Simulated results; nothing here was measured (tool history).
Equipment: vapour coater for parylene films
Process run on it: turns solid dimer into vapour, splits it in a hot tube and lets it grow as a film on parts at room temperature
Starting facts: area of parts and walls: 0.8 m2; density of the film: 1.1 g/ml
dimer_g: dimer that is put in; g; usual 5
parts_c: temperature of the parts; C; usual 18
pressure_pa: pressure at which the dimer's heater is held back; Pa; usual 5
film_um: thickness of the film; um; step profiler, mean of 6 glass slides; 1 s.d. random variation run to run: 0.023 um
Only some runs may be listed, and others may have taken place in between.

run 1 hour=0 | dimer_g=5 parts_c=18 pressure_pa=5 | film_um=3.01
run 2 hour=14.2 | dimer_g=5 parts_c=18 pressure_pa=5 | film_um=3.02
run 3 hour=29.2 | dimer_g=5 parts_c=18 pressure_pa=5 | film_um=3
run 4 hour=48.2 | dimer_g=5 parts_c=18 pressure_pa=5 | film_um=2.97
run 5 hour=63.2 | dimer_g=5 parts_c=18 pressure_pa=5 | film_um=2.94
run 6 hour=74.7 | dimer_g=5 parts_c=18 pressure_pa=5 | film_um=2.98
run 7 hour=87.8 | dimer_g=5 parts_c=18 pressure_pa=5 | film_um=2.97
run 8 hour=102 | dimer_g=5 parts_c=18 pressure_pa=5 | film_um=2.95
run 9 hour=117.8 | dimer_g=5 parts_c=18 pressure_pa=5 | film_um=2.93
run 10 hour=126.3 | dimer_g=5 parts_c=23 pressure_pa=5 | film_um=2.44
run 11 hour=143.2 | dimer_g=5 parts_c=11 pressure_pa=5 | film_um=3.72
run 12 hour=160.7 | dimer_g=5 parts_c=11 pressure_pa=5 | film_um=3.72
run 13 hour=171.7 | dimer_g=5 parts_c=11 pressure_pa=5 | film_um=3.7
run 14 hour=186.5 | dimer_g=5 parts_c=11 pressure_pa=3.37 | film_um=3.93
run 15 hour=197.5 | dimer_g=5 parts_c=12 pressure_pa=5 | film_um=3.57
run 16 hour=210.7 | dimer_g=5 parts_c=18 pressure_pa=10.02 | film_um=2.58
run 17 hour=221.9 | dimer_g=5 parts_c=18 pressure_pa=5 | film_um=2.91
run 18 hour=236.2 | dimer_g=5 parts_c=24 pressure_pa=7.91 | film_um=2.14
run 19 hour=256.2 | dimer_g=5 parts_c=24 pressure_pa=8.94 | film_um=2.05
run 20 hour=274.9 | dimer_g=3 parts_c=12 pressure_pa=8.94 | film_um=1.86
run 21 hour=289.7 | dimer_g=8 parts_c=24 pressure_pa=8.94 | film_um=3.27
run 22 hour=298.4 | dimer_g=8 parts_c=24 pressure_pa=8.94 | film_um=3.24
run 23 hour=311.8 | dimer_g=6 parts_c=10 pressure_pa=8.12 | film_um=4.49
run 24 hour=324.5 | dimer_g=6 parts_c=10 pressure_pa=8.12 | film_um=4.44
run 25 hour=340.2 | dimer_g=6 parts_c=10 pressure_pa=8.12 | film_um=4.42
run 26 hour=357.9 | dimer_g=4 parts_c=24 pressure_pa=2.2 | film_um=2.21
run 27 hour=368.1 | dimer_g=4 parts_c=24 pressure_pa=2.2 | film_um=2.23
run 28 hour=376.9 | dimer_g=3 parts_c=20 pressure_pa=5 | film_um=1.73
run 29 hour=386.3 | dimer_g=3 parts_c=14 pressure_pa=7.21 | film_um=1.96
run 30 hour=404.1 | dimer_g=3 parts_c=14 pressure_pa=7.21 | film_um=1.93

Missing from the log above: 2 entries noted between runs. For each, name the pair of listed runs it sits between and say how the tool's hidden condition differs from the listed run just before to the listed run just after:
Runs 18 to 19: trap's valve overhauled (hour 242)
  vapour lost through the trap's worn valve, %: 6.9 -> 9.2; true temperature of the parts over the reading, C: -0.27 -> -0.28
  the result without the hidden state subtracted from the measured one, film_um: -0.14 -> -0.19 um
Runs 22 to 23: trap's valve overhauled, once more (hour 305.1)
  vapour lost through the trap's worn valve, %: 10.3 -> 0.6; true temperature of the parts over the reading, C: -0.3 -> -0.31
  the result without the hidden state subtracted from the measured one, film_um: -0.33 -> +0.02 um
